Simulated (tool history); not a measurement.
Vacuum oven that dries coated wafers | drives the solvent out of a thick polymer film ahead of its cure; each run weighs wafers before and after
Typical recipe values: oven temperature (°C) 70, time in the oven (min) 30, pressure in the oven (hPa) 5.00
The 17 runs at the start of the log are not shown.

run,hour,oven temperature (°C),time in the oven (min),pressure in the oven (hPa),hours of work since the thermocouples were calibrated,hours of work since the vacuum gauge was cleaned of residue,solvent left in the film (%)
18,428.8,70,30,11.94,740,210,1.13
19,459.7,70,30,11.94,755,225,1.15
20,480.7,70,30,5.00,765,235,0.95
21,501.3,70,23,5.00,774,244,1.80
22,526.5,70,23,5.00,786,256,1.80
23,550.2,70,23,8.56,797,267,1.93
24,580.8,70,23,8.56,811,281,1.90
25,597.6,70,23,8.56,819,289,1.91
26,612.3,80,30,9.99,826,296,0.20
27,632.2,79,16,5.00,835,305,0.88
28,655.9,55,35,6.41,846,316,6.06
29,675.7,55,35,6.41,856,326,6.11
30,690.6,55,35,6.41,863,333,6.08
31,718.7,55,35,6.41,876,346,6.12

What will run 32 give?
32,736.3,83,35,11.93,884,354,?

solvent left in the film (%): 0.20
Had the tool carried no hidden state, the very same run would have given solvent left in the film (%) 0.20.

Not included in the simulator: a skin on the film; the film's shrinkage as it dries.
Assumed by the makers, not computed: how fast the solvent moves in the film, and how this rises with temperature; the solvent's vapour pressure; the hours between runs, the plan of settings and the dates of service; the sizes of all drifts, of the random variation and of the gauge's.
